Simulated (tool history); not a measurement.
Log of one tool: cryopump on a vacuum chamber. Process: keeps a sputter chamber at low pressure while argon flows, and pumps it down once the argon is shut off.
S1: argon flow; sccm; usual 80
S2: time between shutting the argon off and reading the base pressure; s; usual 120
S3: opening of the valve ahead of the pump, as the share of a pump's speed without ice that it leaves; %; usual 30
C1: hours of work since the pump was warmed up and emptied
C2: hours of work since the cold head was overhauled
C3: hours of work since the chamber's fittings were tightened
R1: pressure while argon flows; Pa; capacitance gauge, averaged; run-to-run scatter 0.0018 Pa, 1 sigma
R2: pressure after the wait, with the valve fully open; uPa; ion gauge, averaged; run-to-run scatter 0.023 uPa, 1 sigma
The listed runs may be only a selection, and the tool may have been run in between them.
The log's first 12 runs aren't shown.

run 13 hour=736.8 | S1=80 S2=120 S3=30 | C1=265 C2=2382 C3=1549 | R1=0.4411 R2=4.3
run 14 hour=809.3 | S1=80 S2=120 S3=30 | C1=323 C2=2440 C3=1607 | R1=0.4431 R2=4.59
run 15 hour=840.8 | S1=80 S2=120 S3=30 | C1=348 C2=2465 C3=1632 | R1=0.4459 R2=4.53
-- hour=882.5 leaking fittings of the chamber tightened, without venting
run 16 hour=882.5 | S1=80 S2=120 S3=30 | C1=379 C2=2497 C3=0 | R1=0.4479 R2=0.83
run 17 hour=944.3 | S1=80 S2=120 S3=30 | C1=428 C2=2546 C3=49 | R1=0.4457 R2=0.94
run 18 hour=1010.2 | S1=77 S2=39 S3=22 | C1=480 C2=2598 C3=101 | R1=0.5862 R2=2.15
run 19 hour=1048.8 | S1=77 S2=39 S3=22 | C1=511 C2=2629 C3=132 | R1=0.5845 R2=2.21
run 20 hour=1121.3 | S1=155 S2=26 S3=22 | C1=569 C2=2686 C3=190 | R1=1.1806 R2=3.17
run 21 hour=1160.8 | S1=80 S2=219 S3=30 | C1=600 C2=2718 C3=221 | R1=0.4609 R2=1.2
run 22 hour=1216.2 | S1=80 S2=219 S3=30 | C1=644 C2=2762 C3=265 | R1=0.4666 R2=1.34
-- hour=1239.3 pump warmed up, emptied and cooled again
run 23 hour=1284 | S1=143 S2=24 S3=30 | C1=36 C2=2812 C3=315 | R1=0.7642 R2=3.5
run 24 hour=1340.4 | S1=80 S2=67 S3=15 | C1=80 C2=2856 C3=360 | R1=0.8662 R2=1.9
run 25 hour=1389.8 | S1=80 S2=67 S3=15 | C1=120 C2=2896 C3=399 | R1=0.8558 R2=2.07

The next listed run, before its measurement:
run 26 hour=1436.1 | S1=80 S2=67 S3=15 | C1=156 C2=2932 C3=436 | R1=? R2=?

R1: 0.8663 Pa
R2: 2.1 uPa
Take away the tool's hidden state, keep the run-to-run variation as it was, and the same run would have given R1 0.8551 Pa, R2 1.14 uPa.
